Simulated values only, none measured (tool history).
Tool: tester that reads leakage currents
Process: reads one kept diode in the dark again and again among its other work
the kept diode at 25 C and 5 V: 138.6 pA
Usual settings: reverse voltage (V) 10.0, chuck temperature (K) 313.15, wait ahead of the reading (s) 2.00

| run | hour | reverse voltage (V) | chuck temperature (K) | wait ahead of the reading (s) | current that the tester gives (pA) |
|---|---|---|---|---|---|
| 1 | 0.0 | 10.0 | 313.15 | 2.00 | 587.21 |
|  | 227.5 | chuck's temperature calibrated |
| 2 | 289.0 | 10.0 | 313.15 | 2.00 | 593.48 |
| 3 | 508.2 | 10.0 | 313.15 | 2.00 | 591.82 |
| 4 | 764.9 | 10.0 | 313.15 | 2.00 | 591.47 |
| 5 | 899.9 | 10.0 | 313.15 | 8.50 | 592.14 |
| 6 | 1075.3 | 10.0 | 313.15 | 8.50 | 591.16 |
|  | 1197.5 | probe card cleaned and baked |
| 7 | 1347.7 | 10.0 | 313.15 | 0.43 | 590.78 |
| 8 | 1637.4 | 10.0 | 313.15 | 0.43 | 592.39 |
|  | 1664.8 | chuck's temperature calibrated |
| 9 | 1838.3 | 3.7 | 313.15 | 2.00 | 396.89 |
| 10 | 2016.6 | 3.7 | 313.15 | 2.00 | 398.35 |
| 11 | 2187.7 | 10.0 | 313.15 | 2.00 | 592.00 |
| 12 | 2466.7 | 7.3 | 313.15 | 2.00 | 523.09 |
|  | 2616.9 | tester calibrated |
| 13 | 2698.2 | 7.3 | 313.15 | 2.00 | 520.36 |
| 14 | 2873.2 | 10.0 | 313.15 | 2.00 | 592.29 |
| 15 | 3057.5 | 10.0 | 322.15 | 2.00 | 1136.80 |
|  | 3093.4 | chuck's temperature calibrated |
| 16 | 3203.9 | 10.0 | 313.15 | 2.00 | 588.61 |
| 17 | 3368.7 | 10.0 | 313.15 | 2.00 | 594.16 |
| 18 | 3559.3 | 7.3 | 313.15 | 2.00 | 524.08 |
| 19 | 3794.3 | 10.0 | 330.15 | 2.00 | 1969.00 |

The next listed run, before its measurement:
|  | 3954.9 | probe card cleaned and baked |
| 20 | 4031.2 | 10.0 | 330.15 | 2.00 | ? |

{"run 20": {"current that the tester gives (pA)": 1973.34}}
Without the tool's hidden state the same run would have given current that the tester gives (pA) 1972.51.

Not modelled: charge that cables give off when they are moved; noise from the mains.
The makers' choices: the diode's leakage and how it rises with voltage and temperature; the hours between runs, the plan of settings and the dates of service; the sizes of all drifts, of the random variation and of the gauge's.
